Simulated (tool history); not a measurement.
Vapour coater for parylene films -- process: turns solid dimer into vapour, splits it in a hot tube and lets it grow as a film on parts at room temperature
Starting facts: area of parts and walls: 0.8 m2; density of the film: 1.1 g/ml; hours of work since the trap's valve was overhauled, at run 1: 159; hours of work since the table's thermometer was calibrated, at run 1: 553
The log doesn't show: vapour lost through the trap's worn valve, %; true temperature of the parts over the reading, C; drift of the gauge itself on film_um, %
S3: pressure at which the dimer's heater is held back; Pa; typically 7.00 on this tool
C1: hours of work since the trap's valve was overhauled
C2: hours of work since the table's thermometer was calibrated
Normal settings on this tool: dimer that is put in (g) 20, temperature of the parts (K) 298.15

{"run": 1, "day": 0.0, "dimer that is put in (g)": 20, "temperature of the parts (K)": 298.15, "S3": 7.0, "C1": 159, "C2": 553, "thickness of the film (um)": 12.39}
{"run": 2, "day": 1.558, "dimer that is put in (g)": 20, "temperature of the parts (K)": 298.15, "S3": 7.0, "C1": 177, "C2": 571, "thickness of the film (um)": 12.45}
{"run": 3, "day": 3.204, "dimer that is put in (g)": 18, "temperature of the parts (K)": 298.15, "S3": 7.0, "C1": 196, "C2": 591, "thickness of the film (um)": 11.23}
{"run": 4, "day": 4.842, "dimer that is put in (g)": 18, "temperature of the parts (K)": 298.15, "S3": 7.0, "C1": 216, "C2": 610, "thickness of the film (um)": 10.83}
{"run": 5, "day": 5.796, "dimer that is put in (g)": 18, "temperature of the parts (K)": 298.15, "S3": 7.0, "C1": 227, "C2": 621, "thickness of the film (um)": 11.12}
{"run": 6, "day": 6.858, "dimer that is put in (g)": 18, "temperature of the parts (K)": 298.15, "S3": 7.0, "C1": 239, "C2": 634, "thickness of the film (um)": 10.79}
{"run": 7, "day": 8.525, "dimer that is put in (g)": 20, "temperature of the parts (K)": 298.15, "S3": 7.0, "C1": 259, "C2": 653, "thickness of the film (um)": 12.16}
{"run": 8, "day": 9.583, "dimer that is put in (g)": 20, "temperature of the parts (K)": 297.15, "S3": 7.0, "C1": 271, "C2": 666, "thickness of the film (um)": 12.51}
{"run": 9, "day": 11.15, "dimer that is put in (g)": 20, "temperature of the parts (K)": 297.15, "S3": 7.0, "C1": 290, "C2": 684, "thickness of the film (um)": 12.44}
{"run": 10, "day": 12.05, "dimer that is put in (g)": 20, "temperature of the parts (K)": 298.15, "S3": 7.03, "C1": 300, "C2": 694, "thickness of the film (um)": 11.96}
{"run": 11, "day": 12.962, "dimer that is put in (g)": 20, "temperature of the parts (K)": 298.15, "S3": 7.03, "C1": 311, "C2": 705, "thickness of the film (um)": 11.75}
{"run": 12, "day": 14.167, "dimer that is put in (g)": 20, "temperature of the parts (K)": 298.15, "S3": 4.25, "C1": 325, "C2": 719, "thickness of the film (um)": 12.57}
{"run": 13, "day": 14.925, "dimer that is put in (g)": 20, "temperature of the parts (K)": 298.15, "S3": 7.0, "C1": 334, "C2": 728, "thickness of the film (um)": 11.66}
{"run": 14, "day": 16.625, "dimer that is put in (g)": 20, "temperature of the parts (K)": 298.15, "S3": 7.0, "C1": 354, "C2": 748, "thickness of the film (um)": 11.81}
{"run": 15, "day": 18.004, "dimer that is put in (g)": 20, "temperature of the parts (K)": 298.15, "S3": 7.0, "C1": 370, "C2": 764, "thickness of the film (um)": 11.66}
{"day": 18.529, "done": "trap's valve overhauled"}
{"run": 16, "day": 19.738, "dimer that is put in (g)": 20, "temperature of the parts (K)": 298.15, "S3": 7.0, "C1": 14, "C2": 783, "thickness of the film (um)": 10.7}
{"run": 17, "day": 20.517, "dimer that is put in (g)": 20, "temperature of the parts (K)": 298.15, "S3": 7.0, "C1": 23, "C2": 792, "thickness of the film (um)": 10.95}
{"run": 18, "day": 22.029, "dimer that is put in (g)": 20, "temperature of the parts (K)": 298.15, "S3": 7.0, "C1": 41, "C2": 810, "thickness of the film (um)": 10.53}
{"day": 23.542, "done": "trap's valve overhauled, once more"}
{"run": 19, "day": 23.892, "dimer that is put in (g)": 20, "temperature of the parts (K)": 298.15, "S3": 7.0, "C1": 4, "C2": 829, "thickness of the film (um)": 13.26}
{"run": 20, "day": 24.754, "dimer that is put in (g)": 20, "temperature of the parts (K)": 293.15, "S3": 7.0, "C1": 14, "C2": 840, "thickness of the film (um)": 15.71}
{"run": 21, "day": 25.992, "dimer that is put in (g)": 20, "temperature of the parts (K)": 293.15, "S3": 7.0, "C1": 29, "C2": 854, "thickness of the film (um)": 15.77}
{"run": 22, "day": 27.392, "dimer that is put in (g)": 20, "temperature of the parts (K)": 293.15, "S3": 7.0, "C1": 45, "C2": 871, "thickness of the film (um)": 15.75}
{"run": 23, "day": 28.492, "dimer that is put in (g)": 20, "temperature of the parts (K)": 300.15, "S3": 7.0, "C1": 58, "C2": 883, "thickness of the film (um)": 12.14}
{"run": 24, "day": 29.404, "dimer that is put in (g)": 20, "temperature of the parts (K)": 298.15, "S3": 7.49, "C1": 69, "C2": 894, "thickness of the film (um)": 12.97}
{"run": 25, "day": 30.375, "dimer that is put in (g)": 20, "temperature of the parts (K)": 298.15, "S3": 7.49, "C1": 80, "C2": 906, "thickness of the film (um)": 12.84}
{"run": 26, "day": 31.579, "dimer that is put in (g)": 20, "temperature of the parts (K)": 298.15, "S3": 7.49, "C1": 94, "C2": 920, "thickness of the film (um)": 12.78}
{"run": 27, "day": 32.771, "dimer that is put in (g)": 29, "temperature of the parts (K)": 302.15, "S3": 2.68, "C1": 108, "C2": 934, "thickness of the film (um)": 17.93}
{"run": 28, "day": 33.512, "dimer that is put in (g)": 30, "temperature of the parts (K)": 298.15, "S3": 5.8, "C1": 117, "C2": 942, "thickness of the film (um)": 19.57}

Estimate the outcome of run 29 from the log above:
{"run": 29, "day": 34.808, "dimer that is put in (g)": 30, "temperature of the parts (K)": 298.15, "S3": 5.8, "C1": 132, "C2": 958, "thickness of the film (um)": "?"}

thickness of the film (um): 19.67
On a tool with no hidden condition, and with the same random variation, this run would have come out at thickness of the film (um) 20.39.
